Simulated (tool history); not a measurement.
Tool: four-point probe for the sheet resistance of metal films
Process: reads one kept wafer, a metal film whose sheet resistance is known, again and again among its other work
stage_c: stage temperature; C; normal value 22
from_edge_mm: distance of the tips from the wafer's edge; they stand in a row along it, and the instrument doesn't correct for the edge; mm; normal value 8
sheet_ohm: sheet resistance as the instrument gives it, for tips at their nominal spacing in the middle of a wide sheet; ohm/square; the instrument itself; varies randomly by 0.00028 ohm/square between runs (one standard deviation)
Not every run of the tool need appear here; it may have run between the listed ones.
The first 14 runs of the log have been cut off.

run	day	stage_c	from_edge_mm	touches since the probe head was changed	hours of work since the stage's thermometer was calibrated	sheet_ohm
15	10.867	22	23	26067	729	1.381694
16	11.925	22	23	26961	741	1.381076
17	12.488	22	23	27434	747	1.381367
18	13.479	19	8	28275	757	1.386103
19	14.067	19	8	28770	764	1.386140
20	15.208	29	8	29735	776	1.383798
# day 15.329: stage's thermometer calibrated
21	16.342	29	58	30676	11	1.380122
22	16.938	33	8	31181	17	1.383535
23	17.921	22	68	32012	28	1.380829
24	19.117	26	18	33020	40	1.381364
# day 19.912: stage's thermometer calibrated, once more
25	20.250	26	16	33962	4	1.379664
26	21.121	33	14	34699	13	1.378505
27	22.175	33	14	35589	24	1.378200
28	23.358	27	15	36590	37	1.379481
29	24.471	29	32	37530	49	1.377786
30	25.538	29	10	38433	60	1.380025
31	26.496	19	12	39243	70	1.381553
32	27.192	19	11	39829	78	1.381516
33	27.958	19	66	40477	86	1.379076
34	28.512	25	64	40946	92	1.377481
35	29.254	28	14	41572	100	1.378802

Estimate the outcome of run 36 from the log above:
36	30.167	28	14	42347	110	?

sheet_ohm: 1.378504 ohm/square
With the hidden condition absent and the run-to-run variation left alone, this run would have shown sheet_ohm 1.381618 ohm/square.
